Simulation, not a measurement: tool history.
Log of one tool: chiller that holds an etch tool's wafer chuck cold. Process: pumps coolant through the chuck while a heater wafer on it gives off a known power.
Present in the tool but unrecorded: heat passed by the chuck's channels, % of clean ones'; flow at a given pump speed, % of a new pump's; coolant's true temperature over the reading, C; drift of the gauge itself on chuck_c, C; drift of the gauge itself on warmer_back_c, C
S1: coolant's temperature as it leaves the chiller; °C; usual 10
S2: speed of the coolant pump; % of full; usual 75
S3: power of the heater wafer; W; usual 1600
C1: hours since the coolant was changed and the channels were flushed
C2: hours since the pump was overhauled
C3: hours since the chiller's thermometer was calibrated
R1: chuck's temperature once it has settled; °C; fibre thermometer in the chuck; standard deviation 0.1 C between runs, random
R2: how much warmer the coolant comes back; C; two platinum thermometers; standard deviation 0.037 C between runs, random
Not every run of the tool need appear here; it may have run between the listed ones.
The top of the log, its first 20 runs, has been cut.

run    hour  S1  S2    S3    C1   C2    C3    R1    R2
      723.6  -- coolant pump overhauled, once more
 21   724.1  10  85  2104  4525    1  3780  27.5  8.56
 22   765.6  10  85  2104  4566   42  3821  27.4  8.60
 23   804.4  16  90  2266  4605   81  3860  33.9  8.81
 24   834.8  19  62  1557  4636  111  3891  34.9  8.87
 25   883.4  19  62  1557  4684  160  3939  35.1  8.87
 26   905.5  12  72   992  4706  182  3961  21.2  4.77
 27   952.4   2  75  1914  4753  229  4008  19.3  8.96
 28  1001.0   2  75  1914  4802  277  4057  19.5  8.91
 29  1022.1   9  82  1588  4823  299  4078  22.5  6.73
 30  1054.0  11  76  1135  4855  330  4110  21.0  5.26
 31  1099.3  10  93  1130  4900  376  4155  18.8  4.24

Here are 4 independent what-if runs from the current tool condition. What would each one return?
  A  1131.9  10  91  1798  4933  408  4188   ?   ?
  B  1131.9  10  64  1600  4933  408  4188   ?   ?
  C  1131.9   0  75  1484  4933  408  4188   ?   ?
  D  1131.9  10  82  1600  4933  408  4188   ?   ?

run    R1    R2
  A  24.4  6.91
  B  26.0  8.87
  C  13.4  6.90
  D  23.5  6.88
Without the tool's hidden state the same runs would have given:
run    R1    R2
  A  23.3  6.84
  B  24.8  8.77
  C  12.4  6.82
  D  22.4  6.80
